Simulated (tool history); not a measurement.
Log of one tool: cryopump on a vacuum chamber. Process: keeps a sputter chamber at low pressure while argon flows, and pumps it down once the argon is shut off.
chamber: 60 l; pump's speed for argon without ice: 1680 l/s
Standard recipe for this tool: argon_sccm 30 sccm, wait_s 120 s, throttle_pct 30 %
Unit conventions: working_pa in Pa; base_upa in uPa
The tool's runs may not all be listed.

{"run": 1, "day": 0.0, "argon_sccm": 30, "wait_s": 120, "throttle_pct": 30, "working_pa": 0.1097, "base_upa": 0.94}
{"run": 2, "day": 1.796, "argon_sccm": 30, "wait_s": 120, "throttle_pct": 30, "working_pa": 0.1128, "base_upa": 0.99}
{"run": 3, "day": 3.604, "argon_sccm": 30, "wait_s": 164, "throttle_pct": 30, "working_pa": 0.1115, "base_upa": 0.95}
{"run": 4, "day": 4.671, "argon_sccm": 30, "wait_s": 164, "throttle_pct": 30, "working_pa": 0.1109, "base_upa": 0.9}
{"run": 5, "day": 6.038, "argon_sccm": 42, "wait_s": 120, "throttle_pct": 30, "working_pa": 0.1561, "base_upa": 1}
{"run": 6, "day": 7.642, "argon_sccm": 42, "wait_s": 120, "throttle_pct": 30, "working_pa": 0.1579, "base_upa": 1.01}
{"run": 7, "day": 9.208, "argon_sccm": 30, "wait_s": 120, "throttle_pct": 30, "working_pa": 0.113, "base_upa": 1.05}
{"run": 8, "day": 10.471, "argon_sccm": 30, "wait_s": 120, "throttle_pct": 30, "working_pa": 0.112, "base_upa": 1.02}
{"run": 9, "day": 11.7, "argon_sccm": 30, "wait_s": 98, "throttle_pct": 30, "working_pa": 0.1144, "base_upa": 1.08}
{"run": 10, "day": 12.971, "argon_sccm": 30, "wait_s": 98, "throttle_pct": 30, "working_pa": 0.1136, "base_upa": 1.11}
{"run": 11, "day": 14.521, "argon_sccm": 30, "wait_s": 120, "throttle_pct": 30, "working_pa": 0.1131, "base_upa": 1.06}
{"run": 12, "day": 15.704, "argon_sccm": 30, "wait_s": 120, "throttle_pct": 30, "working_pa": 0.1138, "base_upa": 1.07}
{"run": 13, "day": 16.912, "argon_sccm": 30, "wait_s": 120, "throttle_pct": 30, "working_pa": 0.1155, "base_upa": 1.12}
{"run": 14, "day": 18.317, "argon_sccm": 30, "wait_s": 120, "throttle_pct": 30, "working_pa": 0.1012, "base_upa": 0.85}
{"run": 15, "day": 20.346, "argon_sccm": 30, "wait_s": 120, "throttle_pct": 15, "working_pa": 0.2012, "base_upa": 0.88}
{"run": 16, "day": 21.683, "argon_sccm": 30, "wait_s": 120, "throttle_pct": 15, "working_pa": 0.2017, "base_upa": 0.87}
{"run": 17, "day": 22.521, "argon_sccm": 30, "wait_s": 120, "throttle_pct": 15, "working_pa": 0.2025, "base_upa": 0.87}
{"run": 18, "day": 23.833, "argon_sccm": 33, "wait_s": 89, "throttle_pct": 17, "working_pa": 0.1979, "base_upa": 0.96}
{"run": 19, "day": 24.867, "argon_sccm": 44, "wait_s": 35, "throttle_pct": 48, "working_pa": 0.0941, "base_upa": 1.52}
{"run": 20, "day": 26.633, "argon_sccm": 44, "wait_s": 57, "throttle_pct": 20, "working_pa": 0.2239, "base_upa": 1.19}
{"run": 21, "day": 28.65, "argon_sccm": 44, "wait_s": 120, "throttle_pct": 48, "working_pa": 0.0943, "base_upa": 0.91}
{"run": 22, "day": 29.708, "argon_sccm": 14, "wait_s": 215, "throttle_pct": 42, "working_pa": 0.0345, "base_upa": 0.82}
{"run": 23, "day": 31.292, "argon_sccm": 14, "wait_s": 215, "throttle_pct": 42, "working_pa": 0.0355, "base_upa": 0.86}
{"run": 24, "day": 32.579, "argon_sccm": 50, "wait_s": 22, "throttle_pct": 21, "working_pa": 0.2449, "base_upa": 2.12}
{"run": 25, "day": 33.679, "argon_sccm": 16, "wait_s": 46, "throttle_pct": 25, "working_pa": 0.0653, "base_upa": 1.4}
{"run": 26, "day": 35.442, "argon_sccm": 16, "wait_s": 46, "throttle_pct": 25, "working_pa": 0.0657, "base_upa": 1.43}
{"run": 27, "day": 36.546, "argon_sccm": 17, "wait_s": 120, "throttle_pct": 17, "working_pa": 0.1024, "base_upa": 0.97}
{"run": 28, "day": 37.975, "argon_sccm": 30, "wait_s": 120, "throttle_pct": 53, "working_pa": 0.0595, "base_upa": 1}
{"run": 29, "day": 39.462, "argon_sccm": 22, "wait_s": 298, "throttle_pct": 22, "working_pa": 0.1022, "base_upa": 0.78}
{"run": 30, "day": 40.542, "argon_sccm": 41, "wait_s": 52, "throttle_pct": 30, "working_pa": 0.1423, "base_upa": 1.35}
{"run": 31, "day": 41.9, "argon_sccm": 41, "wait_s": 52, "throttle_pct": 30, "working_pa": 0.1419, "base_upa": 1.32}
{"run": 32, "day": 43.562, "argon_sccm": 41, "wait_s": 52, "throttle_pct": 30, "working_pa": 0.1418, "base_upa": 1.34}
{"run": 33, "day": 44.908, "argon_sccm": 36, "wait_s": 22, "throttle_pct": 60, "working_pa": 0.0647, "base_upa": 2.17}
{"run": 34, "day": 45.867, "argon_sccm": 56, "wait_s": 169, "throttle_pct": 60, "working_pa": 0.1021, "base_upa": 0.96}

Between the runs listed above, the log contained 1 entry, not reproduced here. Where in the sequence does each belong, and how does what the log doesn't record of the tool's condition differ from the listed run before to the listed run after?
From run 13 to run 14: pump warmed up, emptied and cooled again (day 18.079)
  pump's speed, % of a pump's without ice: 69.7 -> 99.2; cold plate's temperature, K: 12.67 -> 12.68; leak into the chamber, uPa l/s: 964 -> 972
  the result without the hidden state subtracted from the measured one, working_pa: +0.0138 -> +0.0007 Pa; base_upa: +0.67 -> +0.4 uPa
